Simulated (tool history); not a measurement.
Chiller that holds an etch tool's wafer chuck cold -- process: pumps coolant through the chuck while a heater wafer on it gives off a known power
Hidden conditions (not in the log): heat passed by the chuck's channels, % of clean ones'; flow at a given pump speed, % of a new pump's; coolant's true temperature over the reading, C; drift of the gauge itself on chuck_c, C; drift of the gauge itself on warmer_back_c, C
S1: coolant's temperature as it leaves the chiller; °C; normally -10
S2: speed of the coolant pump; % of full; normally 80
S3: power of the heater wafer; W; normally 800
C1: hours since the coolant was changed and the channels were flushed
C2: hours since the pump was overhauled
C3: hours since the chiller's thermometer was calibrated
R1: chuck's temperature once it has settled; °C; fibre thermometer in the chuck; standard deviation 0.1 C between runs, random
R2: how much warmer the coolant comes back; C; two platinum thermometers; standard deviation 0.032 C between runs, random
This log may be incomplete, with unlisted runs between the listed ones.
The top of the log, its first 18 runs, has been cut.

At hour 1631.4: coolant pump overhauled, once more.
Run 19, hour 1652.4: usual settings but S1 -5 °C, S2 82 % of full, S3 668 W; C1 9265; C2 21; C3 675. Result: R1 1.1 °C, R2 2.6 C.
Run 20, hour 1734.2: usual settings but S1 -5 °C, S2 82 % of full, S3 668 W; C1 9347; C2 103; C3 757. Result: R1 1 °C, R2 2.74 C.
At hour 1798.7: coolant changed, channels flushed.
Run 21, hour 1815.2: usual settings but S1 -11 °C, S2 90 % of full, S3 454 W; C1 16; C2 178; C3 832. Result: R1 -7.5 °C, R2 1.65 C.
Run 22, hour 1898.4: usual settings but S1 -18 °C; C1 100; C2 261; C3 915. Result: R1 -11 °C, R2 3.31 C.
Run 23, hour 2020: usual settings but S1 -8 °C, S2 64 % of full, S3 660 W; C1 221; C2 383; C3 1037. Result: R1 -1.2 °C, R2 3.5 C.
Run 24, hour 2133.9: usual settings but S1 -12 °C, S2 96 % of full, S3 630 W; C1 335; C2 496; C3 1151. Result: R1 -7.3 °C, R2 2.05 C.
Run 25, hour 2246.2: usual settings but S2 98 % of full, S3 649 W; C1 447; C2 609; C3 1263. Result: R1 -5.2 °C, R2 2.16 C.
Run 26, hour 2325.5: usual settings but S2 66 % of full, S3 1115 W; C1 527; C2 688; C3 1342. Result: R1 1.4 °C, R2 5.64 C.
Run 27, hour 2436.2: usual settings but S1 -17 °C, S2 70 % of full; C1 637; C2 799; C3 1453. Result: R1 -9.1 °C, R2 3.77 C.
Run 28, hour 2489.7: usual settings but S1 -17 °C, S2 70 % of full; C1 691; C2 852; C3 1506. Result: R1 -9.2 °C, R2 3.77 C.
Run 29, hour 2615.4: usual settings but S1 -17 °C, S2 70 % of full; C1 817; C2 978; C3 1632. Result: R1 -9.1 °C, R2 3.86 C.
Run 30, hour 2705.5: usual settings but S1 -13 °C, S2 84 % of full, S3 1107 W; C1 907; C2 1068; C3 1722. Result: R1 -3.7 °C, R2 4.37 C.
Run 31, hour 2834.1: usual settings but S1 -13 °C, S2 84 % of full, S3 1107 W; C1 1035; C2 1197; C3 1851. Result: R1 -4 °C, R2 4.39 C.

Branching from run 31: 4 alternative next runs. What would each branch give?
Run A, hour 2950.9: usual settings but S1 -6 °C, S2 90 % of full, S3 925 W; C1 1152; C2 1313; C3 1968. Result: R1 ?, R2 ?.
Run B, hour 2950.9: usual settings but S3 594 W; C1 1152; C2 1313; C3 1968. Result: R1 ?, R2 ?.
Run C, hour 2950.9: usual settings but S1 -18 °C, S2 81 % of full, S3 698 W; C1 1152; C2 1313; C3 1968. Result: R1 ?, R2 ?.
Run D, hour 2950.9: usual settings but S1 -13 °C, S2 71 % of full, S3 492 W; C1 1152; C2 1313; C3 1968. Result: R1 ?, R2 ?.

run    R1    R2
  A   1.3  3.37
  B  -4.8  2.43
  C   -12  2.83
  D  -8.1  2.37
With no hidden state in the tool, these same runs would have given:
run     R1    R2
  A    0.9  3.31
  B   -5.2  2.39
  C  -12.3  2.78
  D   -8.5  2.32
